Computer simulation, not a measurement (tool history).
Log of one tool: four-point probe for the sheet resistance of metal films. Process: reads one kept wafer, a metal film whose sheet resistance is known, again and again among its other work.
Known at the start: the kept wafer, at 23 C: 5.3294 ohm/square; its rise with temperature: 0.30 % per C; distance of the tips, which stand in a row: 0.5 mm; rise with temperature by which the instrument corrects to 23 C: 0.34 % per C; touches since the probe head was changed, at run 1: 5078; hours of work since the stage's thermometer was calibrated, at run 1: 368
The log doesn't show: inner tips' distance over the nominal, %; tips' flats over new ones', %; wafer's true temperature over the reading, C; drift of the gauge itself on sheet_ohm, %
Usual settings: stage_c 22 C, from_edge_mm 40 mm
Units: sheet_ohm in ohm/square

run,hour,stage_c,from_edge_mm,touches since the probe head was changed,hours of work since the stage's thermometer was calibrated,sheet_ohm
1,0.0,22,40,5078,368,5.336942
2,28.6,22,40,6081,380,5.338667
3,51.9,28,40,6901,390,5.324905
4,85.6,25,40,8084,405,5.332973
5,124.0,25,40,9434,422,5.336062
6,142.6,28,40,10088,430,5.327906
# hour 145.2: stage's thermometer calibrated
7,174.6,22,25,11193,13,5.343735
8,194.9,22,25,11905,22,5.345870
9,217.7,22,25,12706,32,5.346549
10,254.3,25,40,13991,48,5.339734
11,290.6,29,37,15268,64,5.333460
# hour 328.8: stage's thermometer calibrated, once more
12,328.8,29,37,16591,0,5.332708
13,349.9,29,37,17333,9,5.332815
14,382.0,29,40,18459,23,5.335082
15,404.9,28,24,19264,33,5.336886
16,426.5,28,24,20024,43,5.337581
17,447.7,28,24,20768,52,5.339068
18,483.9,28,24,22037,68,5.342594
19,518.1,28,24,23238,83,5.341820

Forecast each of these 3 alternatives for the next run:
A,545.3,26,15,24195,95,?
B,545.3,35,18,24195,95,?
C,545.3,22,4,24195,95,?

run,sheet_ohm
A,5.351454
B,5.329560
C,5.401224
Without the tool's hidden state the same runs would have given:
run,sheet_ohm
A,5.326783
B,5.305001
C,5.376333
